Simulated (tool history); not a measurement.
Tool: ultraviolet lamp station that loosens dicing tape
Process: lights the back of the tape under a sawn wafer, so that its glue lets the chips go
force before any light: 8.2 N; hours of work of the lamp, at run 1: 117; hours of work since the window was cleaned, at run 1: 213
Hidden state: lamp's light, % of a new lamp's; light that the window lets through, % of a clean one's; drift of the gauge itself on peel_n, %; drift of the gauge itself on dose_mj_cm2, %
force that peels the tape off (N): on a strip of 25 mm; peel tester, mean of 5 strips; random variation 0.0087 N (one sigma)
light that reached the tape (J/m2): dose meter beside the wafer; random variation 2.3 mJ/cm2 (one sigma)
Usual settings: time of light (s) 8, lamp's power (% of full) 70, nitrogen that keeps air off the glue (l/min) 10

run	hour	time of light (s)	lamp's power (% of full)	nitrogen that keeps air off the glue (l/min)	hours of work of the lamp	hours of work since the window was cleaned	force that peels the tape off (N)	light that reached the tape (J/m2)
1	0.0	8	70	10	117	213	0.495	1890
2	57.7	8	70	10	157	253	0.518	1840
3	104.3	8	70	10	190	286	0.536	1880
4	152.7	8	70	19	224	320	0.328	1780
5	204.9	8	91	10	260	357	0.320	2260
6	264.1	12	70	10	302	398	0.242	2540
7	359.2	8	70	10	369	465	0.704	1590
8	414.2	8	70	10	407	504	0.762	1560
9	474.7	12	61	15	450	546	0.318	1950
10	560.1	12	91	14	510	606	0.142	2780
# hour 566.7: window cleaned of glue's vapour
11	605.7	12	91	14	541	27	0.119	3220
12	704.5	12	91	14	611	97	0.128	3060
13	770.6	5	66	4	657	143	2.955	880
14	829.7	4	61	13	699	185	2.759	670
# hour 873.1: lamp changed
15	895.4	4	61	13	16	230	1.853	850
16	952.1	4	61	13	55	270	1.897	830

Some steps in force that peels the tape off (N) between neighbouring runs. How much of each would the tool show without its hidden state too (settings, what came in, random variation), and how much is left for the hidden state, with any gauge scatter that isn't in both results?
Run 12 -> 13: time of light (s) 12 -> 5, lamp's power (% of full) 91 -> 66, nitrogen that keeps air off the glue (l/min) 14 -> 4. force that peels the tape off (N) +2.827: hidden state +0.936, all else +1.891.
